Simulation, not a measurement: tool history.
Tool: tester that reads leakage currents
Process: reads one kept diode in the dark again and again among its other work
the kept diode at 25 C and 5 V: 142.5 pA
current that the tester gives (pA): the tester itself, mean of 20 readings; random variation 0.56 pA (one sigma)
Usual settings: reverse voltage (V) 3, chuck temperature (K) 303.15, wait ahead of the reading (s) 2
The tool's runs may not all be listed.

run,hour,reverse voltage (V),chuck temperature (K),wait ahead of the reading (s),current that the tester gives (pA)
1,0,3,303.15,2,187.22
2,29.1,3,303.15,2,186.42
3,96.4,3,303.15,2,187.09
4,130.5,3,303.15,2,185.97
5,169.2,3,303.15,2,187.28
6,218.9,3,303.15,2,186.28
7,259.9,3,303.15,2,186.47
8,322.4,3,303.15,1.22,186.15
9,384.2,7.19,303.15,2,259.41
10,422,3,303.15,2,186.52
11,479.9,3,303.15,2,186.55
12,521.5,3,303.15,2,185.9
13,583.9,3,303.15,2,186.41
14,630.7,3,303.15,2,185.85
15,667.9,3,295.15,2,88.78
16,714.3,3,303.15,2,186.52
17,771.9,3,303.15,2,185.96
18,810.7,3,303.15,2,186.38
19,871.2,3,303.15,2,185.47
20,938.5,3,303.15,2,186.37
21,989.5,9.84,303.15,1.45,292.43
22,1025.2,9.54,293.15,2.48,114.04
23,1057.1,3,303.15,0.48,186.56
24,1089.6,3,298.15,0.36,119.05
25,1139.2,16.43,303.15,3.46,355.81
26,1189.4,16.43,303.15,3.46,355.63
27,1258.3,16.43,303.15,3.46,352.72
28,1308,1.5,311.15,0.47,289.75
29,1348.7,13.12,303.15,2,324.63
30,1421,13.12,303.15,2,325.42
31,1483.3,13.12,303.15,2,326.23
# hour 1516.7: chuck's temperature calibrated
32,1516.7,2.27,310.15,0.42,312.43
33,1564,2.27,310.15,0.42,313.49
34,1614.3,2.27,310.15,0.42,311.43
35,1680.8,3,303.15,3.67,186.25
36,1729.9,3,303.15,3.67,185.91
37,1762.4,6.82,298.15,1.95,160.51
38,1830.8,1.91,323.15,1.49,852.75
39,1865.6,5.03,311.15,0.74,458.97
40,1917.5,5.03,311.15,0.74,459.22

Hidden state or all else? Some run-to-run changes of current that the tester gives (pA), split into what the settings, what came in and random variation would give without the hidden state, and what is left for the hidden state (with any gauge scatter that isn't in both results):
The hidden state here: stray current of the dirty probe card, pA a volt; current scale over the true one, %; true chuck temperature over the reading, C; drift of the gauge itself on leakage_pa, %.
Run 24 -> 25: reverse voltage (V) 3 -> 16.43, chuck temperature (K) 298.15 -> 303.15, wait ahead of the reading (s) 0.36 -> 3.46. current that the tester gives (pA) +236.76: hidden state -0.36, all else +237.12.
Run 31 -> 32: reverse voltage (V) 13.12 -> 2.27, chuck temperature (K) 303.15 -> 310.15, wait ahead of the reading (s) 2 -> 0.42, chuck's temperature calibrated. current that the tester gives (pA) -13.8: hidden state +0.55, all else -14.35.
Run 37 -> 38: reverse voltage (V) 6.82 -> 1.91, chuck temperature (K) 298.15 -> 323.15, wait ahead of the reading (s) 1.95 -> 1.49. current that the tester gives (pA) +692.24: hidden state -0.65, all else +692.89.
Run 38 -> 39: reverse voltage (V) 1.91 -> 5.03, chuck temperature (K) 323.15 -> 311.15, wait ahead of the reading (s) 1.49 -> 0.74. current that the tester gives (pA) -393.78: hidden state +0.33, all else -394.11.

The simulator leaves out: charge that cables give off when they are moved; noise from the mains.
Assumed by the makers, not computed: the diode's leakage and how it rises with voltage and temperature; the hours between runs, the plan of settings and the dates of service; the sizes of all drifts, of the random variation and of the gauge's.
